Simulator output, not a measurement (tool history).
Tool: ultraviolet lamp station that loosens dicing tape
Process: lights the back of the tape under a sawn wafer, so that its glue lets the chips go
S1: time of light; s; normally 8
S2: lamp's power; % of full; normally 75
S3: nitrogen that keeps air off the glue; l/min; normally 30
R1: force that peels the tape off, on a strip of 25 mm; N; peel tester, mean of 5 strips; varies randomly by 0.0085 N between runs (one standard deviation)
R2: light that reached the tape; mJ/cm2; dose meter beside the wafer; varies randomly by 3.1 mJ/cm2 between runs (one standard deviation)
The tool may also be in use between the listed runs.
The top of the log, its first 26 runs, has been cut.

run,hour,S1,S2,S3,R1,R2
# hour 598.2: window cleaned of glue's vapour
27,598.5,6,72,18,1.259,304
28,620.8,11,64,10,0.825,495
29,641.3,9,97,17,0.350,603
30,671.2,12,79,30,0.239,654
31,697.5,4,75,11,2.997,205
32,713.7,8,75,14,0.898,404
33,742.1,12,83,11,0.407,663
34,761.0,12,83,11,0.402,660
35,783.1,4,94,30,1.297,249
36,815.8,4,94,30,1.274,243
37,840.9,4,94,30,1.338,242
38,862.3,4,94,30,1.342,246
39,882.2,7,75,30,0.701,337
40,898.2,7,75,10,1.644,330
41,930.1,7,75,10,1.693,328
42,947.8,9,94,25,0.351,525

4 ways to go on from here, each from the tool as it stands after run 42. What would each give?
A,968.1,9,94,57,?,?
B,968.1,9,92,25,?,?
C,968.1,8,79,30,?,?
D,968.1,8,94,30,?,?

run,R1,R2
A,0.236,522
B,0.369,506
C,0.534,392
D,0.373,461
Had the tool no hidden state, the same runs would have come out as:
run,R1,R2
A,0.204,682
B,0.253,662
C,0.324,512
D,0.247,602

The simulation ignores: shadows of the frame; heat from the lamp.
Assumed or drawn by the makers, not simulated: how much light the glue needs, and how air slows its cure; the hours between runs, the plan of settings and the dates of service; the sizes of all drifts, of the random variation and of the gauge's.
